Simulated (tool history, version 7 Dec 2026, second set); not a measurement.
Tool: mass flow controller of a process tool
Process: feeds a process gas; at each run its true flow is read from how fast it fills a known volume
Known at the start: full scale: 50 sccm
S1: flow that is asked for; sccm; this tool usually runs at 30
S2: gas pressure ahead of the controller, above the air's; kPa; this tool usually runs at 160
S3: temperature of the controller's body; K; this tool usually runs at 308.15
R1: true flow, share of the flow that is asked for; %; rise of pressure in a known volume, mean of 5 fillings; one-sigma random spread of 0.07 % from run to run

run    hour  S1   S2      S3     R1
  1       0  30  160  308.15  99.11
  2    66.5  30  160  308.15  99.06
  3   201.1  30  160  308.15  99.04
  4   313.4  30  160  308.15  99.06
  5   415.4  30  160  308.15  99.17
      427.1  -- controller's zero set anew
  6   510.1  30  160  310.15   98.8
  7     612  30  199  308.15  99.17
  8   675.9  30  199  308.15   99.2
  9   771.5  30  199  308.15  99.22
 10   903.5  30  199  308.15  99.24
 11  1003.3   5  215  308.15  94.64
 12  1077.8   5  206  308.15  94.52
     1122.4  -- controller's zero set anew, once more
 13  1134.6  35  200  301.15    101

Table of differences, measured result less the result of that run with no hidden state. Run-to-run variation is the same in both. Gauge scatter possibly is not:
Hidden state at play: flow at rest that the sensor doesn't see, % of full scale; true flow over the shown one, %; drift of the gauge itself on true_pct, %.
run     R1
  1  +0.82
  2  +0.83
  3  +0.85
  4  +0.87
  5  +0.89
  6  +0.72
  7  +0.74
  8  +0.74
  9  +0.75
 10  +0.78
 11  -3.39
 12  -3.41
 13  +1.65

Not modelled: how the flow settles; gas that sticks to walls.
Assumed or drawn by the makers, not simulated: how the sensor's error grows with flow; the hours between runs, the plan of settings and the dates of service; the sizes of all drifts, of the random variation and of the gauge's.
